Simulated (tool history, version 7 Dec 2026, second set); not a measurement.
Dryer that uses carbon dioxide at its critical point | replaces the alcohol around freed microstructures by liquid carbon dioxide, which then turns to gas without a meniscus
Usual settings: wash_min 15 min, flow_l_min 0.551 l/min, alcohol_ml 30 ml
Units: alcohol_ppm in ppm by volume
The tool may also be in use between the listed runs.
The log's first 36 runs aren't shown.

run     day  wash_min  flow_l_min  alcohol_ml  hours of work since the filter was changed  hours of work since the purifier's bed was changed  alcohol_ppm
 37  24.104        17       0.416          32                                         160                                                 253          176
 38  24.804        15       0.472          38                                         168                                                 261          224
 39  25.212        15       0.592          36                                         173                                                 266          104
     25.629  -- inlet filter changed
 40  25.808        22       0.592          88                                           2                                                 273           80
 41  26.729        22       0.592          88                                          13                                                 284           85
 42  27.192         9       0.592         104                                          19                                                 290          836
 43  27.725        10       0.894          30                                          25                                                 296           92
 44  28.404        16       0.637          30                                          33                                                 304           88
 45  29.383        11       0.484          30                                          45                                                 316          331
 46  29.838        11       0.484          30                                          51                                                 322          332
 47  30.425        11       0.484          30                                          58                                                 329          352

Forecast each of these 4 alternatives for the next run:
  A  31.096        12       0.450          49                                          66                                                 337            ?
  B  31.096        23       0.335          44                                          66                                                 337            ?
  C  31.096        11       0.395          42                                          66                                                 337            ?
  D  31.096        16       0.484          89                                          66                                                 337            ?

run  alcohol_ppm
  A          487
  B          135
  C          961
  D          191
Without the tool's hidden state the same runs would have given:
run  alcohol_ppm
  A          286
  B           30
  C          670
  D           65
